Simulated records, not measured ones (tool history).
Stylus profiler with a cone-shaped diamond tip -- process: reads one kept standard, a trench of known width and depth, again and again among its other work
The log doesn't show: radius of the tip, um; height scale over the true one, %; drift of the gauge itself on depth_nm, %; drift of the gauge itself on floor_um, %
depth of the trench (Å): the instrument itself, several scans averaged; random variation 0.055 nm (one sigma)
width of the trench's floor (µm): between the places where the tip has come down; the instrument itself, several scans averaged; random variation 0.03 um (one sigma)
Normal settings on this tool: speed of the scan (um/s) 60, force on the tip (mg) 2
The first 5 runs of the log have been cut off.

run	day	speed of the scan (um/s)	force on the tip (mg)	scans with this tip	hours of work since the height scale was calibrated	depth of the trench (Å)	width of the trench's floor (µm)
6	22.204	60	2	9789	514	2013.3	26.32
7	26.588	118	2	10215	585	2013.1	26.12
8	31.462	118	2	10691	665	2012.5	26.09
9	34.833	118	2	11019	719	2012.1	26.05
10	38.9	60	2	11415	786	2012.7	26.2
11	41.688	60	2	11687	831	2012.5	26.21
12	44.408	60	3.41	11952	876	2018.3	26.21
13	49.012	60	3.41	12401	951	2017.5	26.22
14	53.821	60	3.41	12869	1029	2017.2	26.2
# day 56.033: height scale calibrated on a step standard
15	56.242	60	3.41	13103	3	2016.3	26.18
16	59.45	60	3.41	13416	56	2016	26.12
17	61.708	60	3.41	13636	92	2015.9	26.15
18	64.208	60	3.41	13880	133	2015.3	26.07
19	66.871	23	2	14139	177	2008.3	26.24
20	69.046	60	2	14351	212	2007.3	26.05
21	73.875	60	2	14821	291	2008.5	25.93
22	78.2	60	2	15243	361	2008.6	26

Run 23 has not been measured yet. What should we expect?
# day 80.7: height scale calibrated on a step standard, once more
23	81.296	31	2	15542	10	?	?

{"run 23": {"depth of the trench (Å)": 2013.5, "width of the trench's floor (µm)": 26.04}}
The same run, on a tool lacking any hidden state, would have yielded depth of the trench (Å) 2013.3, width of the trench's floor (µm) 27.09.
